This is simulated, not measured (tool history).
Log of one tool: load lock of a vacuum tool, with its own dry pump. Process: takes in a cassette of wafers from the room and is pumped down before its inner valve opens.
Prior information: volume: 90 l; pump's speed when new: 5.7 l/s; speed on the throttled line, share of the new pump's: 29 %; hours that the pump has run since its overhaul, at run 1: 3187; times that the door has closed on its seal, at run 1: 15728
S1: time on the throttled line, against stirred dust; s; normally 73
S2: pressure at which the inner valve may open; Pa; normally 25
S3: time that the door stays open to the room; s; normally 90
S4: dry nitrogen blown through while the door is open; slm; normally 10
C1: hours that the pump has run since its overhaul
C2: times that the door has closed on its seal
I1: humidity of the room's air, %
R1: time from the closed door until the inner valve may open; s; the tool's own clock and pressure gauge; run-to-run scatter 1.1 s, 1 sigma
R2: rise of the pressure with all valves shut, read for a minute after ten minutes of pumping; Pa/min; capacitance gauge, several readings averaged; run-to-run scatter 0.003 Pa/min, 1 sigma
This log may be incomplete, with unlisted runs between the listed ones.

run 1 hour=0.0 | S1=73 S2=25 S3=90 S4=10 | C1=3187 C2=15728 | I1=44.2 | R1=188.9 R2=0.071
run 2 hour=147.6 | S1=73 S2=25 S3=90 S4=10 | C1=3335 C2=16012 | I1=46.0 | R1=191.8 R2=0.073
run 3 hour=380.2 | S1=73 S2=25 S3=90 S4=10 | C1=3567 C2=16459 | I1=47.6 | R1=190.7 R2=0.079
run 4 hour=514.2 | S1=73 S2=25 S3=90 S4=10 | C1=3701 C2=16717 | I1=47.8 | R1=193.7 R2=0.079
run 5 hour=739.1 | S1=73 S2=25 S3=90 S4=10 | C1=3926 C2=17150 | I1=42.8 | R1=191.4 R2=0.071
run 6 hour=963.1 | S1=73 S2=25 S3=90 S4=10 | C1=4150 C2=17581 | I1=44.0 | R1=195.6 R2=0.078
run 7 hour=1246.4 | S1=73 S2=25 S3=90 S4=10 | C1=4434 C2=18126 | I1=43.2 | R1=195.0 R2=0.077
run 8 hour=1525.0 | S1=73 S2=25 S3=90 S4=10 | C1=4712 C2=18662 | I1=46.0 | R1=195.9 R2=0.084
run 9 hour=1775.3 | S1=73 S2=25 S3=90 S4=10 | C1=4963 C2=19144 | I1=44.9 | R1=196.4 R2=0.087
run 10 hour=1897.6 | S1=73 S2=25 S3=90 S4=10 | C1=5085 C2=19379 | I1=46.8 | R1=196.5 R2=0.085
run 11 hour=2105.8 | S1=73 S2=25 S3=90 S4=14 | C1=5293 C2=19780 | I1=44.2 | R1=195.6 R2=0.076
run 12 hour=2365.5 | S1=73 S2=25 S3=90 S4=6 | C1=5553 C2=20280 | I1=44.6 | R1=195.4 R2=0.098
run 13 hour=2512.9 | S1=73 S2=25 S3=90 S4=10 | C1=5700 C2=20564 | I1=45.2 | R1=195.6 R2=0.097
run 14 hour=2776.1 | S1=73 S2=25 S3=90 S4=10 | C1=5963 C2=21070 | I1=45.3 | R1=195.7 R2=0.089
run 15 hour=3060.6 | S1=73 S2=25 S3=56 S4=10 | C1=6248 C2=21618 | I1=43.2 | R1=198.0 R2=0.088
run 16 hour=3263.5 | S1=73 S2=25 S3=56 S4=10 | C1=6451 C2=22008 | I1=46.6 | R1=200.6 R2=0.095
run 17 hour=3488.2 | S1=73 S2=25 S3=56 S4=10 | C1=6675 C2=22441 | I1=41.4 | R1=200.6 R2=0.086
run 18 hour=3653.5 | S1=73 S2=25 S3=56 S4=10 | C1=6841 C2=22759 | I1=46.3 | R1=203.9 R2=0.089
run 19 hour=3831.8 | S1=73 S2=25 S3=56 S4=10 | C1=7019 C2=23102 | I1=47.8 | R1=203.8 R2=0.093
run 20 hour=4088.7 | S1=73 S2=23 S3=101 S4=10 | C1=7276 C2=23596 | I1=45.0 | R1=204.2 R2=0.107
run 21 hour=4323.2 | S1=73 S2=23 S3=101 S4=10 | C1=7510 C2=24047 | I1=43.7 | R1=203.6 R2=0.106
run 22 hour=4549.8 | S1=73 S2=28 S3=101 S4=22 | C1=7737 C2=24483 | I1=44.6 | R1=202.3 R2=0.092
run 23 hour=4794.3 | S1=73 S2=28 S3=101 S4=22 | C1=7982 C2=24954 | I1=45.2 | R1=200.5 R2=0.097
run 24 hour=5066.9 | S1=73 S2=28 S3=101 S4=22 | C1=8254 C2=25479 | I1=46.8 | R1=205.0 R2=0.105
run 25 hour=5294.6 | S1=73 S2=28 S3=101 S4=22 | C1=8482 C2=25917 | I1=46.8 | R1=205.0 R2=0.106
run 26 hour=5521.3 | S1=145 S2=25 S3=98 S4=10 | C1=8709 C2=26353 | I1=43.6 | R1=253.2 R2=0.119
run 27 hour=5755.0 | S1=39 S2=26 S3=105 S4=17 | C1=8942 C2=26803 | I1=48.1 | R1=186.1 R2=0.117
run 28 hour=5911.9 | S1=129 S2=35 S3=34 S4=10 | C1=9099 C2=27105 | I1=46.8 | R1=239.5 R2=0.108
run 29 hour=6147.2 | S1=129 S2=35 S3=34 S4=10 | C1=9334 C2=27558 | I1=47.7 | R1=238.7 R2=0.104
run 30 hour=6284.1 | S1=129 S2=35 S3=34 S4=10 | C1=9471 C2=27821 | I1=47.3 | R1=238.6 R2=0.113
run 31 hour=6575.4 | S1=129 S2=35 S3=34 S4=10 | C1=9763 C2=28382 | I1=45.2 | R1=239.1 R2=0.117
run 32 hour=6762.7 | S1=43 S2=18 S3=28 S4=5 | C1=9950 C2=28742 | I1=43.4 | R1=198.6 R2=0.118
run 33 hour=6998.3 | S1=36 S2=31 S3=203 S4=35 | C1=10186 C2=29195 | I1=46.7 | R1=183.7 R2=0.122
run 34 hour=7144.6 | S1=52 S2=25 S3=28 S4=19 | C1=10332 C2=29477 | I1=45.7 | R1=199.1 R2=0.111
run 35 hour=7440.1 | S1=52 S2=25 S3=28 S4=19 | C1=10627 C2=30046 | I1=44.0 | R1=201.0 R2=0.111
run 36 hour=7583.1 | S1=41 S2=22 S3=35 S4=9 | C1=10770 C2=30321 | I1=43.5 | R1=196.8 R2=0.122
run 37 hour=7809.7 | S1=108 S2=26 S3=236 S4=7 | C1=10997 C2=30757 | I1=48.9 | R1=234.5 R2=0.180

Some steps in R1, run to run, broken into two amounts with sign: the step expected even without the hidden condition (settings, incoming material, random variation), and the rest, left for the hidden condition together with whatever gauge scatter is not in both the measured and the hidden-condition-free result:
Hidden state at play: pump's speed, % of a new pump's; leak at the door's seal, Pa l/s; drift of the gauge itself on ready_s, %; drift of the gauge itself on rise_pa_min, %.
Run 25 -> 26: S1 73 -> 145, S2 28 -> 25, S3 101 -> 98, S4 22 -> 10. R1 +48.2 s: hidden state -3.4, all else +51.6.
Run 26 -> 27: S1 145 -> 39, S2 25 -> 26, S3 98 -> 105, S4 10 -> 17. R1 -67.1 s: hidden state +7.3, all else -74.4.
Run 27 -> 28: S1 39 -> 129, S2 26 -> 35, S3 105 -> 34, S4 17 -> 10. R1 +53.4 s: hidden state -5.9, all else +59.3.
Run 31 -> 32: S1 129 -> 43, S2 35 -> 18, S3 34 -> 28, S4 10 -> 5. R1 -40.5 s: hidden state +9.6, all else -50.1.

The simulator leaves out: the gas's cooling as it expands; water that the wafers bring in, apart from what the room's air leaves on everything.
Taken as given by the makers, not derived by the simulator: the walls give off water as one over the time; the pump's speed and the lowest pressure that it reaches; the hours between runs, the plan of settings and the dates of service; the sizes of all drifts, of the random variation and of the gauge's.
